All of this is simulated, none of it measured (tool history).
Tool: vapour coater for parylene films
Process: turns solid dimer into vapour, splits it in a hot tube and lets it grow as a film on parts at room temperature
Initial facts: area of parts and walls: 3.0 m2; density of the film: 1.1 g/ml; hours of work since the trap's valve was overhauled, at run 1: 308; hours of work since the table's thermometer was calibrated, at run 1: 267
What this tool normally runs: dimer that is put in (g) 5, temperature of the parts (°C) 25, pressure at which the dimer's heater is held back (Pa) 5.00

run    hour  dimer that is put in (g)  temperature of the parts (°C)  pressure at which the dimer's heater is held back (Pa)  hours of work since the trap's valve was overhauled  hours of work since the table's thermometer was calibrated  thickness of the film (um)
  1     0.0                         5                             25                                                    5.00                                                  308                                                         267                       0.835
  2    77.1                         5                             25                                                    5.00                                                  340                                                         298                       0.835
  3   117.9                         5                             31                                                    5.00                                                  357                                                         315                       0.635
  4   166.9                         5                             31                                                    5.00                                                  377                                                         336                       0.639
  5   238.7                         5                             25                                                    5.00                                                  407                                                         365                       0.834
  6   286.4                         7                             25                                                    5.00                                                  427                                                         385                       1.169
  7   330.6                         5                             25                                                    5.00                                                  445                                                         403                       0.835
  8   389.9                         5                             25                                                    6.98                                                  470                                                         428                       0.792
  9   434.4                         5                             25                                                    6.98                                                  488                                                         446                       0.793
 10   515.5                         5                             25                                                    9.78                                                  522                                                         480                       0.749
      523.0  -- trap's valve overhauled
 11   578.0                         5                             25                                                    2.41                                                   23                                                         504                       0.942
 12   656.1                         5                             25                                                    2.72                                                   55                                                         537                       0.922
 13   724.0                         5                             25                                                    2.72                                                   83                                                         565                       0.926
 14   766.9                         5                             25                                                    2.72                                                  101                                                         582                       0.918
 15   802.4                         5                             25                                                    2.72                                                  116                                                         597                       0.924
 16   860.2                         5                             26                                                    5.00                                                  140                                                         621                       0.800
 17   936.3                         5                             26                                                    4.79                                                  171                                                         653                       0.807
 18  1016.9                         5                             21                                                    5.00                                                  204                                                         686                       1.010
 19  1062.9                         5                             21                                                    5.00                                                  224                                                         705                       1.008
 20  1098.9                         5                             21                                                    5.00                                                  238                                                         720                       1.007
 21  1175.6                         5                             21                                                    5.00                                                  270                                                         752                       1.006
 22  1209.2                         5                             21                                                    5.00                                                  284                                                         766                       1.001
 23  1273.4                         5                             25                                                    5.00                                                  311                                                         792                       0.842
 24  1322.2                         2                             25                                                    2.27                                                  331                                                         812                       0.373
 25  1370.5                         2                             25                                                    2.27                                                  351                                                         832                       0.382
 26  1424.5                         5                             32                                                    4.89                                                  373                                                         855                       0.611
 27  1467.5                         2                             32                                                    7.96                                                  391                                                         872                       0.225
 28  1517.5                         8                             34                                                    7.96                                                  412                                                         893                       0.819
 29  1591.6                         8                             29                                                    7.96                                                  442                                                         924                       1.034
 30  1645.9                         4                             19                                                    7.90                                                  465                                                         946                       0.816
 31  1721.8                         3                             18                                                    2.29                                                  496                                                         978                       0.787
 32  1760.9                         3                             21                                                    5.00                                                  513                                                         994                       0.605
     1790.9  -- trap's valve overhauled
 33  1824.2                         3                             21                                                    5.00                                                   14                                                        1019                       0.606
 34  1906.5                         3                             21                                                    5.00                                                   48                                                        1053                       0.606
 35  1955.7                         2                             20                                                    3.24                                                   68                                                        1073                       0.451
 36  2018.9                         3                             18                                                    4.64                                                   94                                                        1099                       0.698
     2029.8  -- table's thermometer calibrated
 37  2055.4                         3                             20                                                    9.54                                                  109                                                          11                       0.570
 38  2106.6                         8                             25                                                    5.00                                                  130                                                          32                       1.340
 39  2181.3                         5                             19                                                    5.49                                                  161                                                          63                       1.087
 40  2226.7                         3                             19                                                    9.55                                                  180                                                          82                       0.596
 41  2295.9                         3                             17                                                    2.12                                                  209                                                         110                       0.833
 42  2373.3                         3                             17                                                    2.12                                                  241                                                         142                       0.832
 43  2418.1                         3                             17                                                    2.12                                                  259                                                         161                       0.832
 44  2494.0                         3                             17                                                    2.12                                                  291                                                         192                       0.830
 45  2551.8                         3                             17                                                    2.12                                                  315                                                         216                       0.832
 46  2590.4                         7                             30                                                    9.67                                                  331                                                         232                       0.838

Each row is a separate what-if for the run after 46, all from the same tool condition, not one after another. Results?
  A  2632.6                         2                             25                                                    5.00                                                  348                                                         250                           ?
  B  2632.6                         5                             25                                                    7.52                                                  348                                                         250                           ?
  C  2632.6                         7                             30                                                    3.86                                                  348                                                         250                           ?
  D  2632.6                         8                             22                                                    9.30                                                  348                                                         250                           ?

run  thickness of the film (um)
  A                       0.329
  B                       0.784
  C                       0.962
  D                       1.391
With the hidden condition removed and each run's random variation left untouched, the same runs would have given:
run  thickness of the film (um)
  A                       0.330
  B                       0.785
  C                       0.964
  D                       1.394
